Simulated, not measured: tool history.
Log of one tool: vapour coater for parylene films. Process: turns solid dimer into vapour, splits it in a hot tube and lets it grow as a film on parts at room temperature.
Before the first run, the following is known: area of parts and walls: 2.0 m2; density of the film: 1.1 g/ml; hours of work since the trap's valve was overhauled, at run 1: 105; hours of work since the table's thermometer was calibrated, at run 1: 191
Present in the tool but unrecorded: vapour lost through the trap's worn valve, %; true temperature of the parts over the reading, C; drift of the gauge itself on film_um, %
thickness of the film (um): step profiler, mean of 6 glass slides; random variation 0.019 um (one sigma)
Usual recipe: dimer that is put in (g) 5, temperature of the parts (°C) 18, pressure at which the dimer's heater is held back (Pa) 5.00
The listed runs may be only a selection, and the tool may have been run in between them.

run,hour,dimer that is put in (g),temperature of the parts (°C),pressure at which the dimer's heater is held back (Pa),hours of work since the trap's valve was overhauled,hours of work since the table's thermometer was calibrated,thickness of the film (um)
1,0.0,5,18,5.00,105,191,1.57
2,9.5,5,18,5.00,111,198,1.55
3,18.8,5,18,5.00,118,204,1.57
4,27.7,5,25,5.00,124,210,1.13
5,35.9,6,25,5.00,129,216,1.35
6,47.6,6,25,5.00,137,224,1.37
7,63.0,6,25,5.00,148,234,1.33
8,75.8,6,25,5.00,157,243,1.38
9,89.7,5,18,5.00,166,252,1.59
10,96.6,5,18,5.00,171,257,1.56
11,110.3,5,18,5.00,180,266,1.57
12,125.3,5,18,5.00,190,277,1.56
13,136.6,5,18,5.00,198,284,1.54
14,147.8,5,17,5.00,206,292,1.64
15,159.4,5,17,5.00,214,300,1.61
16,168.6,5,28,5.00,220,306,0.98
17,179.2,5,18,11.07,227,313,1.38
18,188.6,5,18,11.07,233,320,1.37
19,203.9,5,19,11.07,244,330,1.32
20,214.5,5,19,2.43,251,337,1.62
21,223.6,5,18,5.00,257,344,1.53
22,230.2,5,18,5.00,262,348,1.54
23,245.3,5,18,5.00,272,358,1.55
24,258.9,5,18,2.46,281,368,1.69
25,269.2,8,18,3.42,288,375,2.58
26,283.7,8,18,3.42,298,385,2.61
27,294.5,4,18,3.42,306,392,1.28
28,304.1,4,18,3.42,312,399,1.29
29,317.1,5,18,8.51,321,407,1.40
30,326.0,5,18,8.51,327,413,1.39
31,334.5,8,25,8.22,333,419,1.63
32,350.1,3,18,5.19,343,430,0.89
33,359.2,3,10,6.96,350,436,1.28
34,374.2,3,10,6.96,360,446,1.29
35,381.5,3,10,6.96,365,451,1.26
36,397.0,6,22,7.70,375,462,1.40
37,412.4,5,12,5.00,386,472,1.98
38,426.6,5,12,5.00,396,482,1.99
39,434.9,3,21,7.20,401,488,0.75
40,447.0,5,15,3.97,410,496,1.77
41,457.5,5,12,3.97,417,503,2.09
42,464.3,5,12,5.82,421,508,1.92
43,476.9,5,12,5.82,430,516,1.96
44,489.4,4,14,10.15,438,525,1.32
45,502.3,4,14,10.15,447,534,1.31
46,516.6,8,12,5.95,457,543,3.18
47,525.7,8,12,5.95,463,550,3.07

Pick out some run-to-run changes in thickness of the film (um). Of each, how much would a tool without hidden state show as well, from the settings, what came in and chance, and how much is left for the hidden state and any gauge scatter not in both results compared?
Run 26 -> 27: dimer that is put in (g) 8 -> 4. thickness of the film (um) -1.33: hidden state +0.05, all else -1.38.
Run 38 -> 39: dimer that is put in (g) 5 -> 3, temperature of the parts (°C) 12 -> 21, pressure at which the dimer's heater is held back (Pa) 5.00 -> 7.20. thickness of the film (um) -1.24: hidden state +0.07, all else -1.31.
Run 39 -> 40: dimer that is put in (g) 3 -> 5, temperature of the parts (°C) 21 -> 15, pressure at which the dimer's heater is held back (Pa) 7.20 -> 3.97. thickness of the film (um) +1.02: hidden state -0.06, all else +1.08.
Run 45 -> 46: dimer that is put in (g) 4 -> 8, temperature of the parts (°C) 14 -> 12, pressure at which the dimer's heater is held back (Pa) 10.15 -> 5.95. thickness of the film (um) +1.87: hidden state -0.13, all else +2.00.
